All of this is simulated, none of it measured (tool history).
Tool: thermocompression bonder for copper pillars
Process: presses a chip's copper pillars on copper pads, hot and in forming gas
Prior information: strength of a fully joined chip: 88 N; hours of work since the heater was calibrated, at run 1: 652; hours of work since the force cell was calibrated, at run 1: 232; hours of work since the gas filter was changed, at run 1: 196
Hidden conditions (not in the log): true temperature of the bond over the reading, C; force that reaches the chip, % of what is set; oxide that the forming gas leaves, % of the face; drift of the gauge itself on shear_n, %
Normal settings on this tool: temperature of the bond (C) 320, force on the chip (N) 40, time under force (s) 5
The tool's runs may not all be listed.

run	day	temperature of the bond (C)	force on the chip (N)	time under force (s)	hours of work since the heater was calibrated	hours of work since the force cell was calibrated	hours of work since the gas filter was changed	force that shears a chip off (N)
1	0	320	40	5	652	232	196	40.4
2	0.588	320	40	5	661	241	205	41.3
3	0.967	320	40	5	667	247	211	39.7
4	1.458	320	40	5	674	254	218	41.2
5	1.908	324	40	5	681	261	225	42.1
6	2.338	320	40	5	687	268	232	41.8
7	2.783	320	40	5	694	275	238	41.1
8	3.158	336	36	4	700	280	244	42
9	3.6	336	36	4	707	287	251	42
10	4.046	336	28	9	713	294	258	48.4
11	4.379	313	58	6	718	299	263	47.8
12	4.808	320	36	5	725	305	269	38.2

Expected results for the next run?
13	5.358	343	36	3	733	314	277	?

{"run 13": {"force that shears a chip off (N)": 38.4}}
With the hidden condition absent and the run-to-run variation left alone, this run would have shown force that shears a chip off (N) 43.9.

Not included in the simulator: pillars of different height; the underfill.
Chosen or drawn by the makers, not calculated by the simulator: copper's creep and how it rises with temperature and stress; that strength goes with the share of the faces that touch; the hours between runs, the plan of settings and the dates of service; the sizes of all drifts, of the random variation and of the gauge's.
